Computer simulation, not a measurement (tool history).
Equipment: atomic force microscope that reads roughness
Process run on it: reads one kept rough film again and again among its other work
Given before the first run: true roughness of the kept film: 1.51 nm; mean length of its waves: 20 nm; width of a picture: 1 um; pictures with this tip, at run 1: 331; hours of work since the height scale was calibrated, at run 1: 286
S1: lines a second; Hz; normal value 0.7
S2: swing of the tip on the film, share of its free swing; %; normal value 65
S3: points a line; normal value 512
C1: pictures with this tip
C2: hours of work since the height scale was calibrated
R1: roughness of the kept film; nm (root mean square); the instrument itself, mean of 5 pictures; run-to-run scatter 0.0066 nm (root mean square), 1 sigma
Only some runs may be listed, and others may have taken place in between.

run 1 hour=0 | S1=0.7 S2=65 S3=512 | C1=331 C2=286 | R1=1.063
-- hour=7.2 new tip fitted
run 2 hour=15.7 | S1=0.7 S2=65 S3=512 | C1=16 C2=294 | R1=1.269
run 3 hour=29 | S1=0.7 S2=65 S3=394 | C1=40 C2=302 | R1=1.249
run 4 hour=43.3 | S1=0.7 S2=65 S3=512 | C1=67 C2=309 | R1=1.243
run 5 hour=54.4 | S1=0.7 S2=65 S3=512 | C1=87 C2=315 | R1=1.234
run 6 hour=67.1 | S1=0.888 S2=65 S3=512 | C1=111 C2=322 | R1=1.202
run 7 hour=80.7 | S1=0.91 S2=65 S3=512 | C1=136 C2=329 | R1=1.179
run 8 hour=90.1 | S1=0.91 S2=65 S3=512 | C1=153 C2=334 | R1=1.169
run 9 hour=102.3 | S1=0.7 S2=65 S3=383 | C1=176 C2=341 | R1=1.165
run 10 hour=109.7 | S1=0.7 S2=65 S3=383 | C1=189 C2=345 | R1=1.152
run 11 hour=118.7 | S1=0.7 S2=65 S3=512 | C1=206 C2=350 | R1=1.15
run 12 hour=127.8 | S1=0.7 S2=65 S3=512 | C1=223 C2=355 | R1=1.137
run 13 hour=141 | S1=0.7 S2=65 S3=512 | C1=247 C2=362 | R1=1.116
run 14 hour=148.3 | S1=0.7 S2=56 S3=512 | C1=261 C2=366 | R1=1.136
run 15 hour=154.7 | S1=0.7 S2=56 S3=512 | C1=273 C2=369 | R1=1.135
run 16 hour=165.7 | S1=0.7 S2=65 S3=889 | C1=293 C2=375 | R1=1.092
run 17 hour=177.8 | S1=0.7 S2=65 S3=889 | C1=315 C2=382 | R1=1.084
run 18 hour=184.6 | S1=0.7 S2=65 S3=512 | C1=328 C2=385 | R1=1.074
-- hour=193.1 new tip fitted
run 19 hour=194.4 | S1=0.7 S2=65 S3=512 | C1=2 C2=390 | R1=1.299
run 20 hour=202.1 | S1=0.7 S2=65 S3=512 | C1=16 C2=395 | R1=1.269
run 21 hour=212.3 | S1=0.7 S2=65 S3=512 | C1=35 C2=400 | R1=1.256
run 22 hour=221.2 | S1=0.7 S2=65 S3=512 | C1=51 C2=405 | R1=1.242
run 23 hour=228.3 | S1=0.7 S2=65 S3=512 | C1=65 C2=409 | R1=1.247
run 24 hour=242.4 | S1=0.7 S2=65 S3=512 | C1=91 C2=416 | R1=1.227
run 25 hour=257.4 | S1=0.7 S2=65 S3=512 | C1=118 C2=424 | R1=1.204
run 26 hour=270.6 | S1=0.7 S2=65 S3=512 | C1=143 C2=431 | R1=1.183
run 27 hour=285.7 | S1=0.7 S2=65 S3=348 | C1=171 C2=440 | R1=1.151
-- hour=287.6 height scale calibrated on a step standard
run 28 hour=298.3 | S1=0.7 S2=65 S3=348 | C1=192 C2=6 | R1=1.137
run 29 hour=313.6 | S1=0.7 S2=65 S3=348 | C1=220 C2=14 | R1=1.114
run 30 hour=328.6 | S1=1.981 S2=65 S3=368 | C1=248 C2=22 | R1=1.033
run 31 hour=336.6 | S1=1.873 S2=72 S3=735 | C1=263 C2=26 | R1=1.008
run 32 hour=348.4 | S1=1.873 S2=72 S3=735 | C1=285 C2=33 | R1=1.003
run 33 hour=357.1 | S1=2.919 S2=56 S3=301 | C1=301 C2=37 | R1=1.008
run 34 hour=366.8 | S1=2.919 S2=56 S3=301 | C1=319 C2=43 | R1=1.014
-- hour=373.6 height scale calibrated on a step standard, once more
run 35 hour=375.7 | S1=2.919 S2=56 S3=301 | C1=333 C2=1 | R1=1.019
-- hour=381.2 new tip fitted
run 36 hour=390.2 | S1=0.662 S2=60 S3=351 | C1=17 C2=9 | R1=1.282
run 37 hour=405.1 | S1=0.662 S2=60 S3=351 | C1=45 C2=17 | R1=1.262
run 38 hour=414.6 | S1=0.771 S2=65 S3=278 | C1=62 C2=22 | R1=1.224
run 39 hour=428 | S1=0.771 S2=86 S3=451 | C1=87 C2=29 | R1=1.152
run 40 hour=435.1 | S1=0.771 S2=59 S3=565 | C1=100 C2=33 | R1=1.242
run 41 hour=446.4 | S1=1.56 S2=59 S3=565 | C1=121 C2=39 | R1=1.194
run 42 hour=459.3 | S1=1.56 S2=59 S3=565 | C1=145 C2=46 | R1=1.173
run 43 hour=473.5 | S1=0.7 S2=65 S3=475 | C1=171 C2=54 | R1=1.178
run 44 hour=485.2 | S1=0.734 S2=61 S3=303 | C1=193 C2=60 | R1=1.149
run 45 hour=496 | S1=0.772 S2=63 S3=349 | C1=213 C2=66 | R1=1.133
run 46 hour=506.6 | S1=1.239 S2=65 S3=378 | C1=232 C2=71 | R1=1.096
run 47 hour=520.7 | S1=1.952 S2=72 S3=423 | C1=258 C2=79 | R1=1.01
run 48 hour=534.9 | S1=1.952 S2=75 S3=423 | C1=284 C2=87 | R1=0.967
run 49 hour=544.7 | S1=2.955 S2=74 S3=297 | C1=303 C2=92 | R1=0.89
run 50 hour=558 | S1=2.955 S2=74 S3=297 | C1=327 C2=99 | R1=0.881
-- hour=567.2 new tip fitted
run 51 hour=571.1 | S1=2.955 S2=74 S3=297 | C1=7 C2=106 | R1=1.058
run 52 hour=578.5 | S1=2.955 S2=74 S3=297 | C1=21 C2=110 | R1=1.05
run 53 hour=592.1 | S1=0.7 S2=65 S3=868 | C1=46 C2=117 | R1=1.278

Forecast each of these 3 alternatives for the next run:
run A hour=602.3 | S1=0.7 S2=69 S3=868 | C1=65 C2=123 | R1=?
run B hour=602.3 | S1=0.791 S2=75 S3=370 | C1=65 C2=123 | R1=?
run C hour=602.3 | S1=0.7 S2=65 S3=624 | C1=65 C2=123 | R1=?

run=A R1=1.258
run=B R1=1.215
run=C R1=1.26
Had the tool no hidden state, the same runs would have come out as:
run=A R1=1.315
run=B R1=1.269
run=C R1=1.316
